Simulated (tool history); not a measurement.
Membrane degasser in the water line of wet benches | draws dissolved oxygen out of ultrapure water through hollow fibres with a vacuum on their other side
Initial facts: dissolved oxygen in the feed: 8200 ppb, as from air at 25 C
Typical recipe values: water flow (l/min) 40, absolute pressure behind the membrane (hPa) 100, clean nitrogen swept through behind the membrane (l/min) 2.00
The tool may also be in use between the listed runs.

run	hour	water flow (l/min)	absolute pressure behind the membrane (hPa)	clean nitrogen swept through behind the membrane (l/min)	dissolved oxygen in the water behind the degasser (ppb)	pressure that the water loses in the fibres (hPa)
1	0.0	40	100	2.00	325.1	420.5
2	74.1	40	100	2.00	321.2	422.5
3	130.7	40	100	2.00	322.6	419.7
4	181.9	40	100	2.00	324.9	418.1
5	253.0	40	162	2.00	571.1	421.6
6	323.0	40	162	2.00	569.9	421.1
# hour 327.5: vacuum gauge calibrated
7	369.6	44	123	3.96	268.3	465.4
8	427.3	44	123	3.96	266.2	465.6
9	477.6	44	123	3.96	268.5	460.2
10	521.2	44	153	5.51	261.0	464.5
11	579.4	64	238	1.21	1766.2	676.2

Forecast each of these 4 alternatives for the next run:
A	637.4	25	132	1.29	?	?
B	637.4	64	238	2.13	?	?
C	637.4	32	220	1.21	?	?
D	637.4	36	83	1.21	?	?

run	dissolved oxygen in the water behind the degasser (ppb)	pressure that the water loses in the fibres (hPa)
A	432.4	261.4
B	1206.3	676.5
C	978.7	336.2
D	342.2	381.7
With the hidden condition removed and each run's random variation left untouched, the same runs would have given:
run	dissolved oxygen in the water behind the degasser (ppb)	pressure that the water loses in the fibres (hPa)
A	424.8	260.3
B	1197.2	673.8
C	969.5	334.8
D	332.9	380.2
